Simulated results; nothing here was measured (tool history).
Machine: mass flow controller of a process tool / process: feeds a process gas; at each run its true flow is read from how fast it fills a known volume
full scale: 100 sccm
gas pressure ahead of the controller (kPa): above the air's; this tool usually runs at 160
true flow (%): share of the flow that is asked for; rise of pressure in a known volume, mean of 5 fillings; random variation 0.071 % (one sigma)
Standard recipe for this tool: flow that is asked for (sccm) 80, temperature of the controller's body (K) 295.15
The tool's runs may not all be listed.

run,day,flow that is asked for (sccm),gas pressure ahead of the controller (kPa),temperature of the controller's body (K),true flow (%)
1,0,80,160,295.15,98.63
2,3.225,80,160,295.15,98.64
3,7.908,80,160,311.15,99.02
4,10.579,80,160,311.15,98.98
5,12.883,80,156,295.15,98.64
6,16.383,80,161,295.15,98.59
7,19.458,80,161,295.15,98.77
8,22.642,80,161,295.15,98.67
9,25.842,80,161,295.15,98.4
10,30.371,14,160,295.15,94.55
11,33.571,14,160,299.15,94.52
12,37.192,14,160,299.15,94.59
13,40.908,14,160,299.15,94.56
14,44.133,14,160,299.15,94.47
15,47.983,14,160,299.15,94.33
16,50.208,14,160,299.15,94.33
17,52.862,14,160,299.15,93.2
18,56.988,14,160,308.15,93.27
19,60.225,14,160,308.15,93.26
20,62.525,14,160,311.15,93.28
21,65.942,42,160,293.15,96.71
22,69.529,80,160,294.15,99.01
23,74.221,22,256,307.15,97.82
24,76.829,22,256,307.15,97.81
25,81.229,19,176,295.15,97.52
26,84.367,35,252,302.15,97.95
27,87.229,35,252,302.15,97.95
28,91.008,79,153,299.15,98.79
29,93.171,55,260,295.15,98.14
30,95.45,80,244,308.15,98.96
31,98.496,80,244,308.15,98.92
32,100.988,53,200,310.15,98.55

Withheld: 2 entries from between the runs. Position of each, and hidden state at the listed run before versus the listed run after:
From run 16 to run 17: controller's zero set anew (day 50.492)
  flow at rest that the sensor doesn't see, % of full scale: -0.526 -> -0.689
  measured value less the no-hidden-state value, true flow (%): -4.39 -> -5.56
From run 21 to run 22: controller's zero set anew, once more (day 67.8)
  flow at rest that the sensor doesn't see, % of full scale: -0.717 -> -0.055; true flow over the shown one, %: -0.67 -> -0.68
  measured value less the no-hidden-state value, true flow (%): -2.38 -> -0.74

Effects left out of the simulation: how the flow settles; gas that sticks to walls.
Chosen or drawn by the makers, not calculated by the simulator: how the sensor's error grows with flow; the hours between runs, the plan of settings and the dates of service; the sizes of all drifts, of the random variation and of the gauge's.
